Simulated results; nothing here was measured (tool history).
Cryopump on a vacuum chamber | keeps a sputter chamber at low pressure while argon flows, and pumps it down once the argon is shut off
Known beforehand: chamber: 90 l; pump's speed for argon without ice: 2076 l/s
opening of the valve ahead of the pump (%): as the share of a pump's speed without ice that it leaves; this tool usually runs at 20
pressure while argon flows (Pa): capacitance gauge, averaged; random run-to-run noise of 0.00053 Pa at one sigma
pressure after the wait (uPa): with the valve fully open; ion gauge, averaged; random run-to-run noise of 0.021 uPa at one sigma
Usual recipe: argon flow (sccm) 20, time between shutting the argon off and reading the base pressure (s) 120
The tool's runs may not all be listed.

run	hour	argon flow (sccm)	time between shutting the argon off and reading the base pressure (s)	opening of the valve ahead of the pump (%)	pressure while argon flows (Pa)	pressure after the wait (uPa)
1	0.0	20	120	20	0.0832	1.20
2	51.1	20	120	20	0.0832	1.24
3	102.4	20	120	20	0.0826	1.29
4	142.0	20	120	20	0.0826	1.31
5	173.4	20	120	20	0.0831	1.25
6	211.9	20	120	20	0.0832	1.36
7	256.6	20	120	20	0.0841	1.32
8	287.1	20	120	20	0.0834	1.38
9	336.8	27	120	20	0.1141	1.39
10	370.8	27	120	20	0.1124	1.50
11	404.0	27	120	20	0.1131	1.44
12	437.7	27	120	20	0.1142	1.41
13	488.0	27	120	20	0.1122	1.55
14	516.1	27	120	20	0.1128	1.58
15	563.5	27	120	20	0.1135	1.54
16	603.7	20	58	18	0.0939	1.87
17	630.8	38	23	16	0.1997	2.87
18	670.0	10	145	20	0.0425	1.57
# hour 690.6: pump warmed up, emptied and cooled again
19	721.4	10	168	16	0.0511	1.31
20	746.8	10	168	16	0.0506	1.30
21	783.4	16	178	16	0.0827	1.38
22	804.9	16	24	19	0.0693	2.72
23	842.8	30	85	15	0.1652	1.66
24	893.7	30	85	15	0.1628	1.69
25	941.9	36	120	23	0.1282	1.62
26	991.1	36	120	23	0.1295	1.63
27	1030.2	20	93	27	0.0611	1.75
28	1059.3	20	93	27	0.0614	1.75
29	1110.7	20	100	16	0.1037	1.78
30	1158.7	20	100	16	0.1027	1.81

The same runs without the tool's hidden state, with the same run-to-run variation:
What the log doesn't record here: pump's speed, % of a pump's without ice; cold plate's temperature, K; leak into the chamber, uPa l/s; drift of the gauge itself on working_pa, %; drift of the gauge itself on base_upa, %.
run	pressure while argon flows (Pa)	pressure after the wait (uPa)
1	0.0818	0.43
2	0.0817	0.47
3	0.0810	0.44
4	0.0809	0.45
5	0.0812	0.41
6	0.0812	0.46
7	0.0821	0.41
8	0.0813	0.44
9	0.1110	0.43
10	0.1092	0.49
11	0.1097	0.43
12	0.1107	0.40
13	0.1085	0.48
14	0.1091	0.47
15	0.1096	0.44
16	0.0908	0.72
17	0.1937	1.69
18	0.0409	0.37
19	0.0509	0.31
20	0.0503	0.30
21	0.0822	0.31
22	0.0688	1.64
23	0.1641	0.57
24	0.1616	0.55
25	0.1265	0.44
26	0.1276	0.44
27	0.0600	0.52
28	0.0601	0.52
29	0.1023	0.50
30	0.1012	0.52
